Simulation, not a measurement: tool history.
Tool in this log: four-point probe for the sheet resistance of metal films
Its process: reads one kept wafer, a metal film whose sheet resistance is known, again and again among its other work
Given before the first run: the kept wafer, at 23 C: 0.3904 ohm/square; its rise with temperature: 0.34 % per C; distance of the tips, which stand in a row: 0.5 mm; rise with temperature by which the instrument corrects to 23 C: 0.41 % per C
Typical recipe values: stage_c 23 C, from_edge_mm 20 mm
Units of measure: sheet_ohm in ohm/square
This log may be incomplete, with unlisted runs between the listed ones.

| run | day | stage_c | from_edge_mm | sheet_ohm |
|---|---|---|---|---|
| 1 | 0 | 23 | 20 | 0.390568 |
| 2 | 1.033 | 23 | 9 | 0.391201 |
| 3 | 2.233 | 23 | 9 | 0.39108 |
| 4 | 3.604 | 23 | 9 | 0.391025 |
| 5 | 4.542 | 18 | 20 | 0.392062 |
| 6 | 5.717 | 18 | 20 | 0.392055 |
| 7 | 7.067 | 23 | 4 | 0.393714 |
| 8 | 8.483 | 23 | 8 | 0.39139 |
| 9 | 9.65 | 23 | 8 | 0.39126 |
| 10 | 11.35 | 23 | 8 | 0.39136 |
| 11 | 12.729 | 23 | 8 | 0.391163 |
| 12 | 13.821 | 23 | 8 | 0.391085 |
| 13 | 14.8 | 23 | 8 | 0.391146 |
| 14 | 16.596 | 23 | 8 | 0.390983 |
| 15 | 18.521 | 33 | 20 | 0.387905 |
| 16 | 19.662 | 23 | 17 | 0.390591 |
| 17 | 21.317 | 23 | 17 | 0.390423 |
| 18 | 22.908 | 23 | 17 | 0.390436 |
| 19 | 23.988 | 23 | 17 | 0.390662 |
| 20 | 24.842 | 23 | 17 | 0.3905 |
| 21 | 26.788 | 34 | 20 | 0.387468 |
| 22 | 28.658 | 34 | 20 | 0.387565 |
| 23 | 29.825 | 34 | 20 | 0.387446 |
| 24 | 30.667 | 18 | 5 | 0.39365 |
| 25 | 31.942 | 26 | 5 | 0.391326 |
| 26 | 33.35 | 28 | 31 | 0.388803 |
| 27 | 34.583 | 23 | 51 | 0.390121 |
| 28 | 36.408 | 30 | 22 | 0.388381 |
| 29 | 37.45 | 25 | 35 | 0.389406 |
| 30 | 38.529 | 19 | 6 | 0.392565 |
| 31 | 39.954 | 28 | 15 | 0.388897 |
| 32 | 41.288 | 30 | 15 | 0.388258 |
| 33 | 42.433 | 24 | 4 | 0.392953 |
| 34 | 43.767 | 29 | 53 | 0.388459 |
| 35 | 45.258 | 29 | 53 | 0.388359 |
| 36 | 46.996 | 29 | 53 | 0.388473 |
| 37 | 48.196 | 29 | 53 | 0.388332 |
| 38 | 49.188 | 29 | 53 | 0.388369 |
| 39 | 50.95 | 29 | 53 | 0.38823 |

5 options for the next run, each taken on its own from the tool as it stands now. Forecast them:
| A | 52.483 | 22 | 4 | ? |
| B | 52.483 | 23 | 7 | ? |
| C | 52.483 | 31 | 50 | ? |
| D | 52.483 | 32 | 4 | ? |
| E | 52.483 | 30 | 7 | ? |

| run | sheet_ohm |
|---|---|
| A | 0.393273 |
| B | 0.391047 |
| C | 0.387787 |
| D | 0.390674 |
| E | 0.389048 |
Without the tool's unlogged condition, the same runs would have read:
| run | sheet_ohm |
|---|---|
| A | 0.393832 |
| B | 0.391604 |
| C | 0.388352 |
| D | 0.391244 |
| E | 0.389613 |
